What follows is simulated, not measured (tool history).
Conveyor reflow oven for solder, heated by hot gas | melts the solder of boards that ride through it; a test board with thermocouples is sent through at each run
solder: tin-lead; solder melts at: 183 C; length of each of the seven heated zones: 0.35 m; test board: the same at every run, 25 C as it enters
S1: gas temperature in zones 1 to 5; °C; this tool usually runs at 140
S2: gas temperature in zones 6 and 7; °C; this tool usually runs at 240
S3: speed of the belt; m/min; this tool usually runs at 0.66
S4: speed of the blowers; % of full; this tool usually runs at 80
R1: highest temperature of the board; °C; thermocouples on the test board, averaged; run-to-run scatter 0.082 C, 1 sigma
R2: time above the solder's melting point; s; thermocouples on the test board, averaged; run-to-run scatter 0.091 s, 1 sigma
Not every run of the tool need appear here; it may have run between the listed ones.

run	hour	S1	S2	S3	S4	R1	R2
1	0	140	240	0.66	80	222.55	51.74
2	24.4	140	240	0.66	80	222.36	51.73
3	45.9	140	240	0.66	80	222.39	51.81
4	81.3	140	240	0.66	80	222.23	51.6
# hour 89.4: flux residue cleaned out of gas plates and filters
5	115	140	240	0.66	85	223.15	52.09
6	148.3	145	240	0.66	85	223.73	54.13
7	172.6	141	252	0.566	50	230.4	65.79
# hour 188.7: flux residue cleaned out of gas plates and filters, once more
8	213	141	252	0.566	50	231.22	66.28
9	244.4	140	241	0.66	64	219.87	50.05
10	269.8	140	241	0.786	64	212.76	36.76
11	288.7	151	230	0.66	82	216.6	52.21

5 ways to go on from here, each from the tool as it stands after run 11. What would each give?
A	312.3	132	240	0.754	67	?	?
B	312.3	139	240	0.565	60	?	?
C	312.3	140	240	0.701	57	?	?
D	312.3	129	240	0.66	80	?	?
E	312.3	152	253	0.73	80	?	?

run	R1	R2
A	212.4	36.44
B	223.36	61.07
C	214.47	42.84
D	220.63	47.62
E	232.64	54.89
Without the tool's hidden state the same runs would have given:
run	R1	R2
A	211.37	35.16
B	222.27	59.45
C	213.4	41.4
D	219.62	46.29
E	231.65	53.67
